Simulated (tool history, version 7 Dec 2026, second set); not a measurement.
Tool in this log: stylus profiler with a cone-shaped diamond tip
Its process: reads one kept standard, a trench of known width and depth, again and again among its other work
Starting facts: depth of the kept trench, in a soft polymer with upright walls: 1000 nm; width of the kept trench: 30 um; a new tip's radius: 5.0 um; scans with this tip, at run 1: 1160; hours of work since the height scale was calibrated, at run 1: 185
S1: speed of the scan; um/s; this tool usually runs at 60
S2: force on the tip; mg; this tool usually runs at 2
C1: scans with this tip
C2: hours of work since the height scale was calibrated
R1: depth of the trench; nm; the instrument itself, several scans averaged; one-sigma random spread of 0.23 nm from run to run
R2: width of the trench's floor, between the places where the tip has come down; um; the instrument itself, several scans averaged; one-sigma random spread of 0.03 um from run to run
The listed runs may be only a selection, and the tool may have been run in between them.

run   hour   S1    S2    C1   C2       R1     R2
  1      0   60     2  1160  185  1011.97  23.63
  2   10.8   60     2  1191  190  1012.14  23.65
  3   22.7   60     2  1225  195  1012.02  23.57
  4   33.2   60     2  1255  200  1011.67  23.54
  5   43.1   60     2  1283  204  1011.98  23.64
  6   58.2   60     2  1326  211  1011.76  23.59
  7     70   60   1.1  1360  217   1007.8  23.54
  8   85.2  155     2  1403  224  1011.69  23.34
  9   96.6  155  0.88  1436  229  1006.68  23.07
 10  102.9  155  0.88  1454  232  1006.85  23.08
 11  114.9  155  0.88  1488  237   1006.7  23.07
 12  121.8  155  0.88  1508  240  1006.87  23.06
 13  133.8   60     2  1542  246  1011.88   23.6
 14  144.9   60  3.88  1573  251  1018.61  23.63
 15  154.6   60   0.8  1601  255   1005.7  23.41
 16  168.9   60     2  1642  262  1012.08  23.51
 17  176.8   60     2  1664  265   1011.5  23.55
 18  188.1   60     2  1697  270  1011.89  23.52
 19  203.5   60     2  1741  277  1011.97  23.51
 20  213.9   60     2  1771  282  1011.81  23.53
 21    229   80     2  1814  289  1011.93  23.42
 22  235.8   80     2  1833  292   1011.9  23.44
 23  242.7   80     2  1853  295   1011.8  23.39
 24  255.3  178  3.36  1889  301  1016.82  23.25
 25  268.1  178  3.36  1925  307  1016.71  23.24
 26  275.4   33  2.01  1946  310  1012.16   23.6
 27  287.9   33  2.01  1982  316  1011.92  23.56
 28  296.9   33  2.01  2007  320  1011.76  23.54
 29  305.1   33  2.01  2031  324  1011.65  23.55
 30  317.2   15  0.94  2065  329  1006.83  23.49
 31  331.7   30  1.74  2107  336  1010.39  23.54
 32  343.8   30  1.74  2141  341  1010.68  23.49
 33  358.5  109  2.33  2183  348  1013.05  23.28
 34  371.7  109  2.33  2221  354  1013.05   23.3
 35  383.8  109  2.33  2255  359  1013.04  23.32
 36  398.2  147  0.76  2296  366  1005.47  22.89
 37    406  147  0.76  2319  370  1005.79  22.91
 38  418.2   51     2  2353  375  1011.51  23.49
 39  432.5   51     2  2394  382  1011.53   23.4
 40  444.5   72  5.72  2429  387  1024.41  23.41
 41  459.5   72  5.72  2471  394  1024.08  23.42
 42  469.7   72  5.72  2500  398  1024.53  23.39
 43  480.2   72  1.16  2531  403  1007.87  23.26
 44  494.5   72  1.16  2571  410  1007.59  23.31
 45  503.9  166  1.08  2598  414  1007.41   22.9
 46  517.2   21  0.86  2636  420  1005.89  23.43

What if the next run were any one of these 4? Each begins from the tool's condition after run 46:
  A  529.7  20  2.14  2672  426   ?   ?
  B  529.7  40  2.72  2672  426   ?   ?
  C  529.7  60  3.21  2672  426   ?   ?
  D  529.7  17  2.57  2672  426   ?   ?

run       R1     R2
  A  1012.24  23.46
  B  1014.51  23.43
  C  1015.58  23.37
  D  1013.62  23.41
Take away the tool's hidden state, keep each run's random variation, and the runs would have read:
run       R1     R2
  A  1013.21  23.96
  B  1015.48  23.94
  C  1016.56  23.87
  D  1014.59  23.91
